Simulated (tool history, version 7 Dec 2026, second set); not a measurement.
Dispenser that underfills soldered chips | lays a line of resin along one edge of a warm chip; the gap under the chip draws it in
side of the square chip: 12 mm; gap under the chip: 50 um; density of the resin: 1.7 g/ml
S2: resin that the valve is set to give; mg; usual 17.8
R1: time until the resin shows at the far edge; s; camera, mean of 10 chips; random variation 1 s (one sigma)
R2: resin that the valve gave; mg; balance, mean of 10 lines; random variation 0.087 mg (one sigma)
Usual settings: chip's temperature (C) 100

{"run": 1, "hour": 0.0, "chip's temperature (C)": 100, "S2": 17.8, "R1": 159.3, "R2": 17.46}
{"hour": 1.5, "done": "new syringe of resin"}
{"run": 2, "hour": 8.7, "chip's temperature (C)": 100, "S2": 21.2, "R1": 152.7, "R2": 20.87}
{"hour": 11.2, "done": "new syringe of resin"}
{"run": 3, "hour": 15.1, "chip's temperature (C)": 100, "S2": 21.2, "R1": 120.3, "R2": 20.6}
{"hour": 20.6, "done": "new syringe of resin"}
{"run": 4, "hour": 20.8, "chip's temperature (C)": 101, "S2": 17.8, "R1": 95.4, "R2": 17.28}
{"hour": 29.7, "done": "new syringe of resin"}
{"run": 5, "hour": 30.1, "chip's temperature (C)": 101, "S2": 17.8, "R1": 101, "R2": 17.39}
{"run": 6, "hour": 36.1, "chip's temperature (C)": 103, "S2": 17.8, "R1": 128.4, "R2": 17.09}
{"hour": 38.9, "done": "new syringe of resin"}
{"run": 7, "hour": 43.2, "chip's temperature (C)": 100, "S2": 17.8, "R1": 129.4, "R2": 17.17}
{"hour": 48.1, "done": "new syringe of resin"}
{"run": 8, "hour": 49.8, "chip's temperature (C)": 90, "S2": 17.8, "R1": 175.4, "R2": 17.05}
{"hour": 57.3, "done": "new syringe of resin"}
{"run": 9, "hour": 57.3, "chip's temperature (C)": 90, "S2": 17.8, "R1": 157.6, "R2": 17.07}
{"run": 10, "hour": 62.2, "chip's temperature (C)": 90, "S2": 17.8, "R1": 211.6, "R2": 16.88}
{"hour": 66.6, "done": "new syringe of resin"}
{"run": 11, "hour": 67.6, "chip's temperature (C)": 90, "S2": 17.8, "R1": 169.6, "R2": 16.89}
{"run": 12, "hour": 73.5, "chip's temperature (C)": 90, "S2": 17.8, "R1": 239.7, "R2": 17}
{"hour": 76.0, "done": "new syringe of resin"}
{"run": 13, "hour": 78.0, "chip's temperature (C)": 90, "S2": 15.2, "R1": 190, "R2": 14.24}
{"hour": 85.2, "done": "new syringe of resin"}
{"run": 14, "hour": 85.2, "chip's temperature (C)": 104, "S2": 20.9, "R1": 83.4, "R2": 19.56}
{"run": 15, "hour": 91.0, "chip's temperature (C)": 112, "S2": 15.2, "R1": 91.5, "R2": 14.38}
{"hour": 94.6, "done": "new syringe of resin"}
{"run": 16, "hour": 99.2, "chip's temperature (C)": 112, "S2": 15.2, "R1": 85.9, "R2": 14.11}
{"hour": 104.2, "done": "new syringe of resin"}
{"run": 17, "hour": 106.5, "chip's temperature (C)": 95, "S2": 22.6, "R1": 141, "R2": 21.02}
{"hour": 113.7, "done": "new syringe of resin"}
{"run": 18, "hour": 115.2, "chip's temperature (C)": 112, "S2": 17.8, "R1": 68.6, "R2": 16.37}

Run 19 comes next. What will it give?
{"run": 19, "hour": 121.5, "chip's temperature (C)": 112, "S2": 17.8, "R1": "?", "R2": "?"}

{"run 19": {"R1": 102.2, "R2": 16.46}}
Without the tool's hidden state the same run would have given R1 62.6 s, R2 17.84 mg.
